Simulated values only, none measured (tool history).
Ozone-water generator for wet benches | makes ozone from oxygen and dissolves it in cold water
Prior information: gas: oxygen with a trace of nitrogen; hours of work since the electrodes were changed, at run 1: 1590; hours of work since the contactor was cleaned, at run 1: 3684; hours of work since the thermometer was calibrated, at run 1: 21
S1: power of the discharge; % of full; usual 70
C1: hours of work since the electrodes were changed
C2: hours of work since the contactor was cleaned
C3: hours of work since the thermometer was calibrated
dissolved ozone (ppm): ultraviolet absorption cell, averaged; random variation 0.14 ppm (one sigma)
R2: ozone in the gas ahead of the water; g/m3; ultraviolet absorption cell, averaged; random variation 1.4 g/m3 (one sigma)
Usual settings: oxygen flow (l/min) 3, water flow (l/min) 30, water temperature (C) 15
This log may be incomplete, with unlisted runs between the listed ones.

Run 1, hour 0: usual settings; C1 1590; C2 3684; C3 21. Result: dissolved ozone (ppm) 14.9, R2 235.4 g/m3.
Run 2, hour 156.7: usual settings; C1 1734; C2 3828; C3 165. Result: dissolved ozone (ppm) 14.6, R2 228.8 g/m3.
Run 3, hour 302.2: usual settings; C1 1868; C2 3962; C3 299. Result: dissolved ozone (ppm) 14.4, R2 230.9 g/m3.
Run 4, hour 449.4: usual settings; C1 2004; C2 4097; C3 434. Result: dissolved ozone (ppm) 14.5, R2 230.2 g/m3.
Run 5, hour 518.1: usual settings; C1 2067; C2 4160; C3 497. Result: dissolved ozone (ppm) 14.6, R2 230.7 g/m3.
Run 6, hour 667.5: usual settings but water flow (l/min) 27; C1 2204; C2 4298; C3 635. Result: dissolved ozone (ppm) 15.9, R2 229.5 g/m3.
Run 7, hour 797: usual settings but water flow (l/min) 27; C1 2323; C2 4417; C3 754. Result: dissolved ozone (ppm) 15.8, R2 227.1 g/m3.
Run 8, hour 965: usual settings but water flow (l/min) 27; C1 2478; C2 4571; C3 908. Result: dissolved ozone (ppm) 15.7, R2 226.4 g/m3.
Run 9, hour 1093.7: usual settings but oxygen flow (l/min) 3.15, water flow (l/min) 27; C1 2596; C2 4690; C3 1027. Result: dissolved ozone (ppm) 15.6, R2 220.1 g/m3.
Run 10, hour 1251.2: usual settings; C1 2741; C2 4834; C3 1172. Result: dissolved ozone (ppm) 13.8, R2 225 g/m3.
Run 11, hour 1355.7: usual settings; C1 2837; C2 4931; C3 1268. Result: dissolved ozone (ppm) 13.8, R2 222.8 g/m3.
Run 12, hour 1488.6: usual settings; C1 2960; C2 5053; C3 1390. Result: dissolved ozone (ppm) 13.4, R2 222.7 g/m3.
Run 13, hour 1651.6: usual settings but oxygen flow (l/min) 2.48; C1 3109; C2 5203; C3 1540. Result: dissolved ozone (ppm) 12.7, R2 242.5 g/m3.
Run 14, hour 1808.9: usual settings but oxygen flow (l/min) 2.48; C1 3254; C2 5347; C3 1685. Result: dissolved ozone (ppm) 12.7, R2 239.7 g/m3.
Run 15, hour 1889.3: usual settings but water temperature (C) 17; C1 3328; C2 5421; C3 1759. Result: dissolved ozone (ppm) 13.1, R2 218.8 g/m3.
Run 16, hour 2025.4: usual settings but water flow (l/min) 38, water temperature (C) 11; C1 3453; C2 5546; C3 1884. Result: dissolved ozone (ppm) 10.4, R2 215.9 g/m3.
Run 17, hour 2179.2: usual settings but S1 49 % of full, oxygen flow (l/min) 2.01, water flow (l/min) 38, water temperature (C) 11; C1 3595; C2 5688; C3 2025. Result: dissolved ozone (ppm) 7.1, R2 202.9 g/m3.
At hour 2243.9: contactor cleaned.
Run 18, hour 2315.8: usual settings but water temperature (C) 13; C1 3717; C2 66; C3 2147. Result: dissolved ozone (ppm) 14.2, R2 216.5 g/m3.
Run 19, hour 2455.9: usual settings but water temperature (C) 19; C1 3846; C2 195; C3 2276. Result: dissolved ozone (ppm) 13.2, R2 214.1 g/m3.
Run 20, hour 2611.5: usual settings but water temperature (C) 19; C1 3989; C2 338; C3 2419. Result: dissolved ozone (ppm) 13.3, R2 210.7 g/m3.
Run 21, hour 2772.5: usual settings but S1 61 % of full, water temperature (C) 9; C1 4137; C2 486; C3 2567. Result: dissolved ozone (ppm) 12.6, R2 187.6 g/m3.
Run 22, hour 2853.3: usual settings but S1 61 % of full, water temperature (C) 9; C1 4211; C2 560; C3 2641. Result: dissolved ozone (ppm) 12.6, R2 189.3 g/m3.
Run 23, hour 2973.2: usual settings but S1 54 % of full, oxygen flow (l/min) 1.62, water flow (l/min) 21, water temperature (C) 10; C1 4321; C2 671; C3 2752. Result: dissolved ozone (ppm) 13.7, R2 235.8 g/m3.
Run 24, hour 3084.5: usual settings but S1 73 % of full, oxygen flow (l/min) 2.91, water flow (l/min) 21, water temperature (C) 10; C1 4424; C2 773; C3 2854. Result: dissolved ozone (ppm) 20.1, R2 215.5 g/m3.
Run 25, hour 3240.4: usual settings but S1 76 % of full, water temperature (C) 22; C1 4567; C2 917; C3 2998. Result: dissolved ozone (ppm) 13.1, R2 218.1 g/m3.
Run 26, hour 3376.8: usual settings but S1 76 % of full, water temperature (C) 22; C1 4692; C2 1042; C3 3123. Result: dissolved ozone (ppm) 13.1, R2 215.1 g/m3.
Run 27, hour 3449.5: usual settings but S1 76 % of full, water temperature (C) 22; C1 4759; C2 1109; C3 3190. Result: dissolved ozone (ppm) 13, R2 215.4 g/m3.
Run 28, hour 3615.5: usual settings but S1 94 % of full, oxygen flow (l/min) 3.05, water flow (l/min) 41, water temperature (C) 20; C1 4912; C2 1262; C3 3343. Result: dissolved ozone (ppm) 10.8, R2 246.6 g/m3.
Run 29, hour 3699.9: usual settings but S1 58 % of full, oxygen flow (l/min) 3.84, water flow (l/min) 41, water temperature (C) 20; C1 4990; C2 1339; C3 3420. Result: dissolved ozone (ppm) 8.4, R2 156.6 g/m3.

Branching from run 29: 3 alternative next runs. What would each branch give?
Run A, hour 3862.9: usual settings but S1 47 % of full, water flow (l/min) 36, water temperature (C) 7; C1 5140; C2 1489; C3 3570. Result: dissolved ozone (ppm) ?, R2 ?.
Run B, hour 3862.9: usual settings but oxygen flow (l/min) 1.85, water flow (l/min) 20, water temperature (C) 8; C1 5140; C2 1489; C3 3570. Result: dissolved ozone (ppm) ?, R2 ?.
Run C, hour 3862.9: usual settings but oxygen flow (l/min) 2.17, water flow (l/min) 36, water temperature (C) 9; C1 5140; C2 1489; C3 3570. Result: dissolved ozone (ppm) ?, R2 ?.

run  dissolved ozone (ppm)     R2
  A                    8.3    151
  B                   17.3    255
  C                    9.5  235.5
The same runs, with their run-to-run variation unchanged, on a tool lacking any hidden condition would have given:
run  dissolved ozone (ppm)     R2
  A                    9.9  177.4
  B                   22.1  322.5
  C                   12.2  297.4
